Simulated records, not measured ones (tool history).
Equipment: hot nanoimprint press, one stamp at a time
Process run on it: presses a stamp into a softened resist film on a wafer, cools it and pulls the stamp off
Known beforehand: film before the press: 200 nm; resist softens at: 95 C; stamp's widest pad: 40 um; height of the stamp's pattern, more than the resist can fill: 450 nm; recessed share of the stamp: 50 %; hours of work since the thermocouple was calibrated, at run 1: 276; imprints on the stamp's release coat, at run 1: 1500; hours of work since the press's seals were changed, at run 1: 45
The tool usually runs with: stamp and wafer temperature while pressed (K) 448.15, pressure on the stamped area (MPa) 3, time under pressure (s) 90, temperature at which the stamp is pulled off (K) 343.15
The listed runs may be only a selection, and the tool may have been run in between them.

run	hour	stamp and wafer temperature while pressed (K)	pressure on the stamped area (MPa)	time under pressure (s)	temperature at which the stamp is pulled off (K)	hours of work since the thermocouple was calibrated	imprints on the stamp's release coat	hours of work since the press's seals were changed	resist left under the stamp's widest pad (nm)	greatest force while the stamp is pulled off (N)
1	0	448.15	3	90	343.15	276	1500	45	69.2	267
# hour 80.6: stamp cleaned and given a new release coat
2	95.9	448.15	3	90	343.15	322	54	91	68	208
3	147.8	448.15	3	153	343.15	348	239	117	56.5	215
4	199.1	448.15	3	153	343.15	374	422	143	56.4	220
# hour 210.3: plate thermocouple calibrated
5	294.7	448.15	3	153	343.15	43	751	190	59.6	241
6	389.7	454.15	3	90	343.15	91	1089	238	57.5	252
7	462.4	454.15	3	90	343.15	128	1348	275	56.9	258
8	510.3	454.15	3	90	343.15	152	1518	299	57.4	275
9	572.8	454.15	3	90	343.15	184	1741	331	56.7	293
# hour 587.4: stamp cleaned and given a new release coat
10	669.4	454.15	3	90	343.15	230	292	377	56.4	218
11	722.1	448.15	4.61	90	343.15	256	480	403	53.1	224
12	770.7	448.15	3	90	343.15	281	653	428	68.5	230
13	860.4	448.15	3	90	343.15	326	972	473	67.9	245
14	942.8	448.15	2.89	90	343.15	368	1265	515	69.2	262
# hour 962.9: plate thermocouple calibrated
15	1014.6	448.15	3	90	343.15	26	1510	550	71.3	272
16	1063.9	448.15	3	87	343.15	51	1685	575	72.1	285
# hour 1095.5: stamp cleaned and given a new release coat
17	1152.9	448.15	3	87	343.15	93	204	617	72	215
18	1254.8	460.15	3.94	87	332.15	145	566	669	40.5	247
19	1316.2	447.15	3.75	80	329.15	176	785	700	67.2	254
20	1412.6	447.15	3.75	80	329.15	225	1128	748	65.7	267
21	1486	449.15	3	95	343.15	262	1389	786	65.9	263
22	1538.7	449.15	3.23	59	343.15	289	1577	812	72.7	286
# hour 1599.5: stamp cleaned and given a new release coat
23	1620.8	449.15	3.23	59	343.15	327	76	851	73.2	203
# hour 1640.8: press's hydraulic seals changed and the load cell set to zero
24	1718.5	448.15	3	113	343.15	373	395	39	61	226
# hour 1726.8: plate thermocouple calibrated
25	1779	448.15	3	113	343.15	26	599	68	65.4	224
26	1876.5	450.15	3	53	342.15	76	947	118	78.8	251
27	1954.2	448.15	3.93	90	343.15	115	1223	157	58.5	268
28	2037.7	452.15	3.34	90	333.15	157	1520	200	57	290
# hour 2117.3: stamp cleaned and given a new release coat
29	2139.2	452.15	3.34	90	333.15	206	78	248	57.2	215

Forecast each of these 4 alternatives for the next run:
A	2209.6	439.15	3	119	343.15	242	329	284	?	?
B	2209.6	452.15	2.17	166	333.15	242	329	284	?	?
C	2209.6	448.15	4.09	65	332.15	242	329	284	?	?
D	2209.6	459.15	3.34	123	339.15	242	329	284	?	?

run	resist left under the stamp's widest pad (nm)	greatest force while the stamp is pulled off (N)
A	87.1	222
B	59.7	230
C	63.8	225
D	39.5	223
With the hidden condition removed and each run's random variation left untouched, the same runs would have given:
run	resist left under the stamp's widest pad (nm)	greatest force while the stamp is pulled off (N)
A	90.1	207
B	61.6	215
C	65.8	210
D	40.6	209
